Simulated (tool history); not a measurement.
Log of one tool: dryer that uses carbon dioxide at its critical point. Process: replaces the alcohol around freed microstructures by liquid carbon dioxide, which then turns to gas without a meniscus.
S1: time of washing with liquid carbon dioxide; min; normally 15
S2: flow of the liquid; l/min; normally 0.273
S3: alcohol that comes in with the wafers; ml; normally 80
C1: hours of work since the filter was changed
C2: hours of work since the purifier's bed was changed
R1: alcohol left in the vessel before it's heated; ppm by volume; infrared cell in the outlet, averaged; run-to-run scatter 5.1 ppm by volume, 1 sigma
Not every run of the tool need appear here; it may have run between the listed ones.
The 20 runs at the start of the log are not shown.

run	day	S1	S2	S3	C1	C2	R1
21	11.346	10	0.273	80	382	335	1396
22	11.979	11	0.273	80	393	346	898
23	12.338	12	0.273	80	399	352	595
24	12.771	12	0.273	80	406	359	592
25	13.142	22	0.424	29	412	365	62
26	13.85	13	0.365	24	424	377	71
27	14.179	15	0.246	25	430	383	154
28	14.529	15	0.354	80	435	389	75
29	14.904	15	0.401	22	442	395	61
30	15.404	15	0.401	22	450	403	59
31	15.967	18	0.366	103	459	413	66
32	16.488	24	0.366	103	468	421	69
33	16.929	15	0.387	117	476	429	80
34	17.438	20	0.169	27	484	437	278
35	18.192	20	0.169	44	497	450	409
36	18.942	10	0.174	25	509	462	2885
37	19.246	10	0.225	21	514	467	1023
38	19.792	14	0.273	32	523	476	173
39	20.338	11	0.259	80	532	486	1347
40	20.892	11	0.422	27	542	495	98

Expected results for the next run?
41	21.629	11	0.305	45	554	507	?

R1: 370 ppm by volume
If the tool had no hidden condition, the same run with the same run-to-run variation would have returned R1 167 ppm by volume.
